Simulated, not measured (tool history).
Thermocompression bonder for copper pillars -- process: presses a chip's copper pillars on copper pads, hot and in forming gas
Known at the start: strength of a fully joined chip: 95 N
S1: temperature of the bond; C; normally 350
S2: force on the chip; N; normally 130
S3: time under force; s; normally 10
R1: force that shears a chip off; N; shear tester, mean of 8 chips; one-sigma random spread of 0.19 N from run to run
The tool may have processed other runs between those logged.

run 1 day=0.000 | S1=350 S2=130 S3=10 | R1=46.2
run 2 day=1.858 | S1=350 S2=130 S3=10 | R1=46.4
run 3 day=2.879 | S1=350 S2=130 S3=10 | R1=46.1
run 4 day=4.858 | S1=350 S2=130 S3=10 | R1=46.3
run 5 day=6.250 | S1=350 S2=130 S3=10 | R1=46.6
run 6 day=7.125 | S1=350 S2=115 S3=10 | R1=41.1
run 7 day=8.792 | S1=350 S2=115 S3=10 | R1=41.2
-- day=9.779 forming gas filter changed
run 8 day=10.371 | S1=350 S2=130 S3=25 | R1=64.1
run 9 day=11.962 | S1=350 S2=130 S3=25 | R1=63.5
run 10 day=13.350 | S1=350 S2=130 S3=25 | R1=64.1
run 11 day=14.338 | S1=350 S2=130 S3=25 | R1=63.9
run 12 day=15.679 | S1=350 S2=130 S3=25 | R1=63.4
-- day=17.079 heater calibrated with a thermocouple chip
run 13 day=17.446 | S1=350 S2=130 S3=9 | R1=44.7
run 14 day=19.146 | S1=368 S2=130 S3=10 | R1=51.7
run 15 day=20.900 | S1=368 S2=101 S3=10 | R1=41.5
run 16 day=22.454 | S1=368 S2=101 S3=10 | R1=41.5
run 17 day=24.504 | S1=368 S2=101 S3=10 | R1=41.5
run 18 day=26.179 | S1=350 S2=175 S3=8 | R1=54.8
run 19 day=27.496 | S1=352 S2=117 S3=16 | R1=49.7
run 20 day=29.079 | S1=338 S2=81 S3=16 | R1=31.9
run 21 day=30.496 | S1=338 S2=81 S3=21 | R1=35.7
-- day=31.300 forming gas filter changed
run 22 day=31.596 | S1=338 S2=81 S3=21 | R1=37.1
run 23 day=33.504 | S1=338 S2=81 S3=21 | R1=37.1
run 24 day=34.950 | S1=338 S2=81 S3=21 | R1=37.3
run 25 day=36.350 | S1=355 S2=130 S3=6 | R1=40.5
run 26 day=37.742 | S1=355 S2=130 S3=6 | R1=40.6
run 27 day=39.458 | S1=346 S2=130 S3=7 | R1=40.6
run 28 day=41.521 | S1=330 S2=179 S3=22 | R1=67.8
run 29 day=43.121 | S1=330 S2=179 S3=22 | R1=67.2
run 30 day=43.996 | S1=365 S2=188 S3=10 | R1=67.4
run 31 day=44.933 | S1=377 S2=99 S3=19 | R1=54.6
run 32 day=46.454 | S1=359 S2=175 S3=20 | R1=73.5
run 33 day=48.054 | S1=370 S2=193 S3=20 | R1=79.5
run 34 day=49.033 | S1=370 S2=193 S3=20 | R1=79.3

What if the next run were any one of these 3? Each begins from the tool's condition after run 34:
run A day=50.808 | S1=322 S2=156 S3=16 | R1=?
run B day=50.808 | S1=367 S2=89 S3=6 | R1=?
run C day=50.808 | S1=331 S2=130 S3=11 | R1=?

run=A R1=53.0
run=B R1=30.4
run=C R1=43.1
Stripped of hidden state, with their random variation kept, the same runs would have yielded:
run=A R1=51.5
run=B R1=29.1
run=C R1=41.5
